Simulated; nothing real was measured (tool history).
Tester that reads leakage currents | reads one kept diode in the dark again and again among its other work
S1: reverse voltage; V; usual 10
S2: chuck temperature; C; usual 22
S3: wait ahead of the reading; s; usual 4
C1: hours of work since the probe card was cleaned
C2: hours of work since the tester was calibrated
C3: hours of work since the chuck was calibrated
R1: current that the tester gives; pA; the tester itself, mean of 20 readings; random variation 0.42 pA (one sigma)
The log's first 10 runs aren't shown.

Run 11, hour 987.8: usual settings; C1 2830; C2 1146; C3 281. Result: R1 152.63 pA.
Run 12, hour 1066.7: usual settings but S3 5.62 s; C1 2865; C2 1181; C3 316. Result: R1 152.77 pA.
Run 13, hour 1159: usual settings but S3 5.62 s; C1 2906; C2 1222; C3 357. Result: R1 151.91 pA.
Run 14, hour 1291.5: usual settings but S3 4.94 s; C1 2965; C2 1280; C3 416. Result: R1 151.99 pA.
Run 15, hour 1420.8: usual settings but S1 4.5 V; C1 3022; C2 1338; C3 473. Result: R1 91.82 pA.
Run 16, hour 1543: usual settings but S1 4.7 V; C1 3076; C2 1392; C3 527. Result: R1 93.5 pA.
Run 17, hour 1684.5: usual settings; C1 3138; C2 1454; C3 589. Result: R1 151.45 pA.
Run 18, hour 1756.6: usual settings; C1 3170; C2 1486; C3 621. Result: R1 150.98 pA.
Run 19, hour 1836.7: usual settings but S1 9.6 V, S3 3.46 s; C1 3206; C2 1521; C3 657. Result: R1 146.75 pA.
Run 20, hour 1942.1: usual settings but S1 9.6 V, S3 3.46 s; C1 3252; C2 1568; C3 703. Result: R1 146.9 pA.
Run 21, hour 2055.5: usual settings but S1 1.9 V, S2 44 C, S3 1.16 s; C1 3302; C2 1618; C3 753. Result: R1 345.34 pA.
Run 22, hour 2159.8: usual settings but S1 1.9 V, S2 44 C, S3 1.16 s; C1 3349; C2 1664; C3 799. Result: R1 340.31 pA.
Run 23, hour 2232.3: usual settings but S1 15.7 V; C1 3381; C2 1696; C3 832. Result: R1 201.63 pA.
At hour 2300.5: chuck's temperature calibrated.
Run 24, hour 2305.4: usual settings but S2 51 C; C1 3412; C2 1728; C3 2. Result: R1 1707.65 pA.
Run 25, hour 2411.6: usual settings but S1 16 V, S2 51 C; C1 3459; C2 1775; C3 49. Result: R1 2244.37 pA.
Run 26, hour 2525.5: usual settings but S1 3.9 V, S2 57 C; C1 3509; C2 1825; C3 99. Result: R1 1532.42 pA.
Run 27, hour 2651.9: usual settings but S1 1.6 V, S2 34 C; C1 3565; C2 1881; C3 155. Result: R1 146.87 pA.
Run 28, hour 2724.5: usual settings but S1 3.6 V, S2 45 C, S3 3.68 s; C1 3597; C2 1913; C3 187. Result: R1 583.39 pA.
At hour 2776.5: probe card cleaned and baked.
Run 29, hour 2840.9: usual settings but S1 3.6 V, S2 45 C, S3 3.68 s; C1 28; C2 1963; C3 238. Result: R1 569.06 pA.
Run 30, hour 2938.6: usual settings but S1 3.6 V, S2 45 C, S3 3.68 s; C1 72; C2 2006; C3 281. Result: R1 566.6 pA.
Run 31, hour 3063: usual settings but S3 4.98 s; C1 127; C2 2062; C3 336. Result: R1 138.02 pA.
Run 32, hour 3171.8: usual settings but S1 2.8 V, S2 26 C, S3 0.81 s; C1 175; C2 2110; C3 384. Result: R1 95.68 pA.
Run 33, hour 3256.3: usual settings but S1 3.7 V, S2 32 C, S3 2.74 s; C1 212; C2 2147; C3 421. Result: R1 191.98 pA.

Forecast each of these 5 alternatives for the next run:
Run A, hour 3330.5: usual settings but S1 3.7 V, S2 57 C, S3 2.74 s; C1 245; C2 2180; C3 454. Result: R1 ?.
Run B, hour 3330.5: usual settings but S2 24 C; C1 245; C2 2180; C3 454. Result: R1 ?.
Run C, hour 3330.5: usual settings but S1 1.5 V, S2 20 C, S3 0.46 s; C1 245; C2 2180; C3 454. Result: R1 ?.
Run D, hour 3330.5: usual settings but S2 58 C, S3 2.27 s; C1 245; C2 2180; C3 454. Result: R1 ?.
Run E, hour 3330.5: usual settings but S1 1.1 V, S3 0.91 s; C1 245; C2 2180; C3 454. Result: R1 ?.

run       R1
  A  1453.38
  B   165.94
  C    38.55
  D  2789.17
  E    38.24
Without the tool's hidden state the same runs would have given:
run       R1
  A  1475.01
  B   167.76
  C    39.14
  D  2829.71
  E    38.89
